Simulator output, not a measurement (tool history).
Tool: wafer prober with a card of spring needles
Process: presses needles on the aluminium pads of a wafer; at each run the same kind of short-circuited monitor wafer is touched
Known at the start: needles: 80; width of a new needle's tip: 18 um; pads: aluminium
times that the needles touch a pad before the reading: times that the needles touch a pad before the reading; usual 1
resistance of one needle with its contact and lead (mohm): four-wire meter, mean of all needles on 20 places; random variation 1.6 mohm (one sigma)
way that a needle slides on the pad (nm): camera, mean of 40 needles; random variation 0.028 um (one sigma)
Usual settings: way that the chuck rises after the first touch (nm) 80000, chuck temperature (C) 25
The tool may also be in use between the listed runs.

run	hour	way that the chuck rises after the first touch (nm)	chuck temperature (C)	times that the needles touch a pad before the reading	resistance of one needle with its contact and lead (mohm)	way that a needle slides on the pad (nm)
1	0.0	80000	25	1	160	16040
# hour 11.4: tips cleaned on abrasive film
2	20.2	78000	25	1	185	15610
# hour 24.6: tips cleaned on abrasive film
3	32.2	78000	25	1	172	15610
# hour 38.9: tips cleaned on abrasive film
# hour 53.2: tips cleaned on abrasive film
4	57.2	78000	25	1	167	15610
# hour 66.7: tips cleaned on abrasive film
5	67.4	78000	25	1	160	15610
# hour 80.2: tips cleaned on abrasive film
6	85.8	80000	25	1	170	15960
# hour 93.4: tips cleaned on abrasive film
7	101.8	80000	25	1	172	15910
# hour 107.3: tips cleaned on abrasive film
8	118.4	61000	25	1	190	12100
# hour 120.3: tips cleaned on abrasive film
9	130.9	61000	25	1	186	12180
# hour 134.2: tips cleaned on abrasive film
# hour 142.2: tips cleaned on abrasive film, once more
10	147.3	61000	25	1	176	12080
# hour 155.3: tips cleaned on abrasive film
11	160.3	80000	25	3	161	15880
# hour 170.1: tips cleaned on abrasive film
# hour 170.4: height of the first contact set anew
12	179.5	80000	25	3	160	16060
# hour 185.1: tips cleaned on abrasive film
# hour 198.9: tips cleaned on abrasive film
13	203.9	99000	49	1	167	19810
# hour 212.4: tips cleaned on abrasive film
14	220.7	67000	25	1	179	13380
# hour 225.9: tips cleaned on abrasive film
15	238.4	67000	25	1	186	13410
# hour 239.6: tips cleaned on abrasive film
# hour 253.1: tips cleaned on abrasive film
16	253.9	74000	25	2	160	14750
# hour 266.1: tips cleaned on abrasive film
17	266.1	74000	25	2	155	14740
18	276.9	89000	66	3	167	17730
# hour 279.4: tips cleaned on abrasive film
# hour 292.7: tips cleaned on abrasive film
19	294.8	89000	66	3	163	17700
# hour 306.2: tips cleaned on abrasive film
20	308.1	89000	66	3	164	17670
# hour 320.2: tips cleaned on abrasive film
21	327.2	87000	25	1	170	17310

The next listed run, before its measurement:
# hour 334.8: tips cleaned on abrasive film
# hour 340.4: height of the first contact set anew
22	340.9	87000	25	1	?	?

Run 22 gave resistance of one needle with its contact and lead (mohm) 163, way that a needle slides on the pad (nm) 17380.
Without the tool's hidden state the same run would have given resistance of one needle with its contact and lead (mohm) 150, way that a needle slides on the pad (nm) 17380.
